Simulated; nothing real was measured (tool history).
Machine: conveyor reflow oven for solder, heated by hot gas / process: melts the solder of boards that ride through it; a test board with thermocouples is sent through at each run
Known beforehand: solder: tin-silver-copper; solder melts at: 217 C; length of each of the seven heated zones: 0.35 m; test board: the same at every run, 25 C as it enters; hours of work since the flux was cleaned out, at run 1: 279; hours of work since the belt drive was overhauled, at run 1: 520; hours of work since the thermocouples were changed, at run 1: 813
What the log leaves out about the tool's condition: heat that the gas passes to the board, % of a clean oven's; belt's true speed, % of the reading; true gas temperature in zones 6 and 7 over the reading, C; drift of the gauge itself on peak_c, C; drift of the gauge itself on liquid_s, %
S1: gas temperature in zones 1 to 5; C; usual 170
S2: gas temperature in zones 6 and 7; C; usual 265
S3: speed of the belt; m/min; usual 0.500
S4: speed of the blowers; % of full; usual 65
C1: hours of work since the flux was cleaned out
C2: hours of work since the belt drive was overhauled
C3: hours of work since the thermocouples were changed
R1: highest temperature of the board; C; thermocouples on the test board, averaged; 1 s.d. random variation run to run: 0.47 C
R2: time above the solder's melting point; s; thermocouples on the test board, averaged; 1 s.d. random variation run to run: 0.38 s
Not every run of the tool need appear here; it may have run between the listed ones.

run     day   S1   S2     S3  S4   C1    C2    C3     R1    R2
  1   0.000  170  265  0.500  65  279   520   813  250.2  61.3
  2   1.854  170  265  0.500  65  309   549   843  250.3  61.4
  3   4.021  170  265  0.500  65  343   584   877  249.4  60.7
  4   6.250  170  265  0.500  65  379   619   913  249.4  60.5
  5   8.212  170  265  0.500  57  410   651   944  249.0  58.6
     10.062  -- flux residue cleaned out of gas plates and filters
  6  10.808  170  265  0.500  57   12   689   982  250.1  59.9
  7  12.817  181  265  0.500  65   44   721  1014  251.3  68.0
  8  14.608  181  255  0.500  65   72   749  1043  242.9  59.8
  9  17.008  170  265  0.500  65  111   787  1081  250.2  60.6
 10  18.192  170  271  0.500  65  130   806  1100  255.0  65.4
 11  20.379  170  271  0.500  65  164   841  1135  255.6  65.5
 12  22.075  170  271  0.500  65  191   868  1162  255.2  65.0
 13  23.762  170  265  0.575  65  218   895  1189  245.0  48.3
 14  25.700  179  265  0.500  65  249   926  1219  250.4  65.8
 15  27.054  179  265  0.500  65  271   948  1241  251.5  65.3
 16  28.425  179  253  0.500  78  293   969  1263  240.9  56.9
 17  30.350  178  262  0.499  51  323  1000  1293  245.9  59.9

Run 18 has not been measured yet. What should we expect?
 18  32.158  157  277  0.542  86  352  1029  1322   ?   ?

R1: 257.2 C
R2: 57.7 s
The same run, on a tool lacking any hidden state, would have yielded R1 261.4 C, R2 60.0 s.
